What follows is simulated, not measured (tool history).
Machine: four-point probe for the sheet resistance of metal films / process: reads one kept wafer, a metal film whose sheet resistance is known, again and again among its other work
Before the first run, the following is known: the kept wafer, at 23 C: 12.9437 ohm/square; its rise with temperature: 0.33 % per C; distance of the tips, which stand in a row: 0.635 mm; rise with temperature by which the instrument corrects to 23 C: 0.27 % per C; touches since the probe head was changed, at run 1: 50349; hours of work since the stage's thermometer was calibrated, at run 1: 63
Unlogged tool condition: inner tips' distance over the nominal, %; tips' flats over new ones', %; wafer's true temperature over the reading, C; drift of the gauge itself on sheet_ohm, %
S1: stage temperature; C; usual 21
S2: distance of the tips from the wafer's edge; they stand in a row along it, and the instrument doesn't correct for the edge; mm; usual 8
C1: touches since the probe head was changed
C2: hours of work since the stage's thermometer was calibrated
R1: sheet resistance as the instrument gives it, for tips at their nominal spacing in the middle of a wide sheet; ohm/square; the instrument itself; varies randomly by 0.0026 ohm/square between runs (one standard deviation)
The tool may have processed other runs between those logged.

run   hour  S1  S2     C1   C2         R1
  1      0  21   8  50349   63  13.078031
  2     10  21   8  50655   68  13.076657
  3   28.7  21   8  51227   77  13.077945
  4   50.8  21   8  51901   87  13.081879
  5   71.4  21   8  52530   97  13.078616
  6   89.2  21   8  53075  105  13.078638
  7  102.2  21   8  53473  111  13.082654
  8  112.8  21   8  53797  116  13.083977
  9  132.3  21   8  54390  125  13.080473
 10  148.5  21   8  54887  133  13.085761
 11  158.8  21   5  55200  138  13.150841
 12    177  35   3  55758  146  13.443712
 13  191.3  35   3  56194  153  13.442054
 14  207.7  21   3  56696  161  13.348368
 15  226.8  25  59  57279  169   13.06728
 16  244.4  24   4  57815  178  13.237112

Estimate the outcome of run 17 from the log above:
 17  258.8  24   4  58257  184   ?

R1: 13.235877 ohm/square
On a tool with no hidden condition, and with the same random variation, this run would have come out at R1 13.12106 ohm/square.
